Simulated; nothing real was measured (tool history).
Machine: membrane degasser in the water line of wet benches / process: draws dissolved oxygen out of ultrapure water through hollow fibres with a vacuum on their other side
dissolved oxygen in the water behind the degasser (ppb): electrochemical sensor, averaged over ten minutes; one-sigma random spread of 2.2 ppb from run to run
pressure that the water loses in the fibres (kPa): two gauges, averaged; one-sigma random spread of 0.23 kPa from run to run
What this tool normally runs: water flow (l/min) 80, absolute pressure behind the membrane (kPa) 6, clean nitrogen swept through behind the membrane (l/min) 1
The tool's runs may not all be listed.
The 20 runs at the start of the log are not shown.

run,hour,water flow (l/min),absolute pressure behind the membrane (kPa),clean nitrogen swept through behind the membrane (l/min),dissolved oxygen in the water behind the degasser (ppb),pressure that the water loses in the fibres (kPa)
21,2014.8,80,4.54,1.54,135.4,58.56
22,2099.2,80,14.59,1.98,835,58.38
23,2175.4,57,3.98,1.24,70.1,41.85
24,2245.8,57,3.98,1.24,70.2,41.61
25,2328.4,96,6,1,413.8,70.13
26,2419.1,80,6,2.38,193,58.62
27,2549.1,80,6,2.38,192.9,58.59
28,2639.8,80,6,2.38,192.7,58.36
29,2717.9,80,7.18,0.54,715.6,58.57
30,2857.7,104,6.71,1,534.2,76.04
31,2943.5,126,5.63,0.99,431,92.09

Each row is a separate what-if for the run after 31, all from the same tool condition, not one after another. Results?
A,3017.2,101,5.63,0.99,?,?
B,3017.2,78,12.68,1.23,?,?
C,3017.2,125,6.26,0.62,?,?

run,dissolved oxygen in the water behind the degasser (ppb),pressure that the water loses in the fibres (kPa)
A,371.4,73.87
B,958.8,56.76
C,657.2,91.72
With no hidden state in the tool, these same runs would have given:
run,dissolved oxygen in the water behind the degasser (ppb),pressure that the water loses in the fibres (kPa)
A,380.2,73.85
B,981.7,56.75
C,672.7,91.7
